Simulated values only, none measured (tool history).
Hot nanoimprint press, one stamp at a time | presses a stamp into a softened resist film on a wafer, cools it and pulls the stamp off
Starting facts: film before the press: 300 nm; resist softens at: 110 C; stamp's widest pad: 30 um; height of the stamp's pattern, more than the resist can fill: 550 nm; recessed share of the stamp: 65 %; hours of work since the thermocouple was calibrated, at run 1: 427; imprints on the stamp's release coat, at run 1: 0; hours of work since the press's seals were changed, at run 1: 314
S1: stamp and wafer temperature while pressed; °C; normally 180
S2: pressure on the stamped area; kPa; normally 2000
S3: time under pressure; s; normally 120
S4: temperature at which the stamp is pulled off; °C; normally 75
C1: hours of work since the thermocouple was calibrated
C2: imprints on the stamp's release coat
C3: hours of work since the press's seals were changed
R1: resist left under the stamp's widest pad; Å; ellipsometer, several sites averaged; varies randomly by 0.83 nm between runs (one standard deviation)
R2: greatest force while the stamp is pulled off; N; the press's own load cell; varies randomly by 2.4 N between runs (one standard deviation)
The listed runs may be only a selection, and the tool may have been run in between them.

run 1 day=0.000 | S1=180 S2=2000 S3=120 S4=75 | C1=427 C2=0 C3=314 | R1=1200 R2=115
run 2 day=3.267 | S1=180 S2=2000 S3=120 S4=75 | C1=480 C2=344 C3=367 | R1=1213 R2=129
-- day=3.971 plate thermocouple calibrated
run 3 day=5.400 | S1=180 S2=2000 S3=120 S4=75 | C1=23 C2=556 C3=400 | R1=1125 R2=131
run 4 day=8.550 | S1=180 S2=2000 S3=120 S4=75 | C1=75 C2=887 C3=451 | R1=1134 R2=140
-- day=9.700 stamp cleaned and given a new release coat
run 5 day=11.975 | S1=180 S2=2000 S3=120 S4=75 | C1=126 C2=240 C3=503 | R1=1150 R2=123
run 6 day=14.125 | S1=180 S2=2000 S3=120 S4=75 | C1=161 C2=466 C3=538 | R1=1146 R2=126
run 7 day=18.383 | S1=180 S2=2000 S3=120 S4=75 | C1=231 C2=915 C3=607 | R1=1179 R2=141
-- day=19.162 stamp cleaned and given a new release coat
run 8 day=22.971 | S1=180 S2=1640 S3=120 S4=75 | C1=301 C2=401 C3=678 | R1=1286 R2=127
run 9 day=26.542 | S1=180 S2=1640 S3=120 S4=75 | C1=360 C2=777 C3=736 | R1=1283 R2=141
-- day=28.688 stamp cleaned and given a new release coat
run 10 day=31.150 | S1=180 S2=2000 S3=120 S4=68 | C1=431 C2=259 C3=807 | R1=1207 R2=141
-- day=33.688 press's hydraulic seals changed and the load cell set to zero
run 11 day=34.096 | S1=189 S2=2000 S3=120 S4=75 | C1=473 C2=534 C3=7 | R1=847 R2=136
-- day=35.146 plate thermocouple calibrated
run 12 day=37.721 | S1=180 S2=2000 S3=67 S4=75 | C1=42 C2=903 C3=64 | R1=1409 R2=137
-- day=38.646 stamp cleaned and given a new release coat
run 13 day=41.100 | S1=191 S2=2000 S3=120 S4=75 | C1=93 C2=259 C3=115 | R1=727 R2=122
run 14 day=44.721 | S1=191 S2=2000 S3=120 S4=75 | C1=152 C2=640 C3=174 | R1=734 R2=127
run 15 day=47.550 | S1=191 S2=2000 S3=120 S4=75 | C1=198 C2=938 C3=220 | R1=751 R2=143
-- day=48.138 stamp cleaned and given a new release coat
run 16 day=49.692 | S1=191 S2=2000 S3=72 S4=75 | C1=229 C2=163 C3=251 | R1=956 R2=123
run 17 day=53.454 | S1=190 S2=2000 S3=120 S4=65 | C1=290 C2=559 C3=312 | R1=801 R2=162
-- day=57.625 stamp cleaned and given a new release coat
run 18 day=57.625 | S1=190 S2=2000 S3=120 S4=65 | C1=354 C2=0 C3=376 | R1=801 R2=143
run 19 day=60.371 | S1=190 S2=2000 S3=120 S4=65 | C1=399 C2=289 C3=420 | R1=823 R2=152
run 20 day=63.775 | S1=190 S2=2000 S3=120 S4=65 | C1=454 C2=647 C3=476 | R1=811 R2=168
-- day=66.054 plate thermocouple calibrated
run 21 day=66.762 | S1=180 S2=2000 S3=171 S4=62 | C1=12 C2=949 C3=523 | R1=968 R2=183
-- day=67.367 stamp cleaned and given a new release coat
run 22 day=69.229 | S1=180 S2=2300 S3=171 S4=64 | C1=48 C2=196 C3=559 | R1=925 R2=142
run 23 day=71.012 | S1=187 S2=1260 S3=171 S4=64 | C1=77 C2=384 C3=588 | R1=918 R2=159
run 24 day=74.133 | S1=180 S2=2930 S3=63 S4=75 | C1=128 C2=713 C3=639 | R1=1311 R2=135
run 25 day=76.183 | S1=188 S2=2010 S3=83 S4=61 | C1=161 C2=929 C3=672 | R1=1000 R2=188
-- day=76.954 stamp cleaned and given a new release coat
run 26 day=78.750 | S1=188 S2=2010 S3=83 S4=61 | C1=199 C2=189 C3=710 | R1=1002 R2=160
run 27 day=81.288 | S1=188 S2=2010 S3=83 S4=61 | C1=240 C2=456 C3=751 | R1=1013 R2=162
run 28 day=83.492 | S1=169 S2=2010 S3=83 S4=61 | C1=276 C2=688 C3=787 | R1=2032 R2=176
-- day=86.746 stamp cleaned and given a new release coat
run 29 day=86.829 | S1=169 S2=2010 S3=73 S4=69 | C1=326 C2=9 C3=837 | R1=2089 R2=132

Each row is a separate what-if for the run after 29, all from the same tool condition, not one after another. Results?
-- day=87.642 press's hydraulic seals changed and the load cell set to zero
run A day=89.804 | S1=180 S2=1820 S3=120 S4=64 | C1=369 C2=287 C3=35 | R1=? R2=?
-- day=87.642 press's hydraulic seals changed and the load cell set to zero
run B day=89.804 | S1=185 S2=2010 S3=101 S4=73 | C1=369 C2=287 C3=35 | R1=? R2=?
-- day=87.642 press's hydraulic seals changed and the load cell set to zero
run C day=89.804 | S1=180 S2=1850 S3=70 S4=72 | C1=369 C2=287 C3=35 | R1=? R2=?

run=A R1=1223 R2=155
run=B R1=1042 R2=128
run=C R1=1508 R2=131
With no hidden state in the tool, these same runs would have given:
run=A R1=1144 R2=140
run=B R1=976 R2=114
run=C R1=1419 R2=117
